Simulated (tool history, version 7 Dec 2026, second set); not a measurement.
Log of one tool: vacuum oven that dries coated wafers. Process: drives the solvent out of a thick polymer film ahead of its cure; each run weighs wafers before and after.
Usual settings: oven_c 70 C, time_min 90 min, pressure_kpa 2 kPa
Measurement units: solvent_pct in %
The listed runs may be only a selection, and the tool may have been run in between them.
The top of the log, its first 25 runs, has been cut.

run     day  oven_c  time_min  pressure_kpa  solvent_pct
 26  23.229      56        88          4.39        6.228
 27  24.333      56        88          3.04        5.521
 28  25.217      70        62             2        2.612
 29  25.954      62        62          3.39        5.265
 30  26.946      67        90          1.35        1.779
 31  27.788      67        90          1.35        1.786
     27.908  -- vacuum gauge cleaned of residue and calibrated
 32  29.012      58        90             2        4.248
 33  29.708      63        90          5.79        4.543
 34  30.612      63       115          1.27          1.8
 35  31.692      69       108             2        1.318
 36  32.508      69        67          1.05        2.223
     32.796  -- vacuum gauge cleaned of residue and calibrated, once more
 37  33.233      69        67          1.05        2.163
 38  33.825      71        94          7.81        3.219
 39  34.692      71        53          7.81        4.647
 40  35.446      67        90             2        1.972
 41  36.246      58        98          5.07        5.347
 42  36.862      67       124          3.32        1.804
 43  37.654      67        60          3.43        3.863
 44  38.704      77        57          5.82        2.467
 45  39.938      77        57          5.82        2.445
 46  40.496      74        90          1.84        0.938

Here are 4 independent what-if runs from the current tool condition. What would each one return?
  A  41.346      80       106          1.72            ?
  B  41.346      62        90          1.08            ?
  C  41.346      80        90          3.39            ?
  D  41.346      84        82             2            ?

run  solvent_pct
  A        0.462
  B        2.617
  C        0.913
  D        0.469
Had the tool no hidden state, the same runs would have come out as:
run  solvent_pct
  A        0.474
  B        2.755
  C        0.943
  D        0.484

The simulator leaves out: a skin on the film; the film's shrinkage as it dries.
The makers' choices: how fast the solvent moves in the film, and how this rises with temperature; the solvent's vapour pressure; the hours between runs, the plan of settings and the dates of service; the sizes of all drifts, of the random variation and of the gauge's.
